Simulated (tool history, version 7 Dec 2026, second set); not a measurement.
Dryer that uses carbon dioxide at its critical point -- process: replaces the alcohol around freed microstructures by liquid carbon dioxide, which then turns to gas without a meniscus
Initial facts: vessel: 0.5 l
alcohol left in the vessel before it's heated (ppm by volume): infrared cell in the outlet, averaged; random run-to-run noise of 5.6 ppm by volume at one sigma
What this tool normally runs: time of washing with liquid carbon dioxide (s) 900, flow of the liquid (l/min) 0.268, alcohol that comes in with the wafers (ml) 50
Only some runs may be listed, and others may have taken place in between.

run,hour,time of washing with liquid carbon dioxide (s),flow of the liquid (l/min),alcohol that comes in with the wafers (ml),alcohol left in the vessel before it's heated (ppm by volume)
1,0.0,900,0.268,50,258
2,66.8,900,0.268,50,298
3,116.5,900,0.268,50,307
# hour 136.2: inlet filter changed
4,157.4,900,0.268,50,254
5,198.2,540,0.268,50,2321
6,262.7,540,0.268,50,2456
7,309.2,540,0.268,50,2464
8,368.7,540,0.268,50,2593
9,434.6,900,0.268,50,370
10,479.0,900,0.268,50,386
11,537.7,900,0.268,50,406
# hour 582.7: inlet filter changed
12,607.1,900,0.268,50,362
13,655.8,900,0.334,50,220
14,687.5,960,0.171,63,2125
15,761.1,1140,0.296,79,239
16,793.5,1140,0.296,79,250
17,848.7,540,0.240,64,5013
18,918.0,900,0.268,99,679
19,949.0,900,0.268,99,678
20,1019.3,660,0.268,116,3089
# hour 1026.3: inlet filter changed
21,1082.6,1140,0.273,60,307
22,1115.3,780,0.322,48,394
23,1178.5,780,0.322,48,422
24,1217.1,780,0.322,48,439

Alternative continuations, all from the tool just after run 24; predict every row:
# hour 1270.7: purifier's bed changed
A,1276.1,660,0.343,49,?
# hour 1270.7: purifier's bed changed
B,1276.1,960,0.268,50,?
# hour 1270.7: purifier's bed changed
C,1276.1,1200,0.322,48,?

run,alcohol left in the vessel before it's heated (ppm by volume)
A,266
B,129
C,6
The same runs, with their run-to-run variation unchanged, on a tool lacking any hidden condition would have given:
run,alcohol left in the vessel before it's heated (ppm by volume)
A,210
B,97
C,3

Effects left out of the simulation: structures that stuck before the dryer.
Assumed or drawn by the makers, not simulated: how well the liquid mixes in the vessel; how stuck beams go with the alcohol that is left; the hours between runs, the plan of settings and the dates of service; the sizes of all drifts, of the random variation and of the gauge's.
